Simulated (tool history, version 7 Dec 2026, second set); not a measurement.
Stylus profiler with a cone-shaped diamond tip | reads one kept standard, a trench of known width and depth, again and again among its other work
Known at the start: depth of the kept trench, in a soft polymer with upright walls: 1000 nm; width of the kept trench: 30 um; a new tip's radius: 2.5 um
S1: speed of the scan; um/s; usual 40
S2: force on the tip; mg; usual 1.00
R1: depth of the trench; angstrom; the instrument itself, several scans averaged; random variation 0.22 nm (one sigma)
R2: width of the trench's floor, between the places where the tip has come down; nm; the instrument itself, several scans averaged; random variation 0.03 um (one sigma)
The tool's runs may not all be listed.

run   hour  S1    S2       R1     R2
  1    0.0  40  1.00  10037.0  25740
  2   64.1  40  1.00  10034.2  25790
  3  152.7  40  1.00  10029.5  25800
  4  232.7  40  1.00  10032.3  25700
  5  293.3  40  1.00  10037.2  25750
  6  382.4  40  2.35  10058.4  25850
  7  450.6  40  0.34  10016.5  25600
  8  502.9  10  0.38  10019.5  25910
  9  584.8  14  1.00  10029.2  25930
 10  664.1  34  0.38  10014.8  25660
     720.6  -- height scale calibrated on a step standard
 11  757.9  13  1.75  10050.6  25920

Forecast each of these 5 alternatives for the next run:
  A  822.5  20  1.75   ?   ?
  B  822.5  10  1.47   ?   ?
  C  822.5  13  2.24   ?   ?
  D  822.5  35  0.36   ?   ?
  E  822.5  23  0.88   ?   ?

run       R1     R2
  A  10047.0  25900
  B  10043.1  25950
  C  10054.2  25970
  D  10010.7  25660
  E  10029.9  25910
Without the tool's hidden state the same runs would have given:
run       R1     R2
  A  10046.9  25920
  B  10043.0  25970
  C  10054.1  25980
  D  10010.6  25680
  E  10029.8  25930
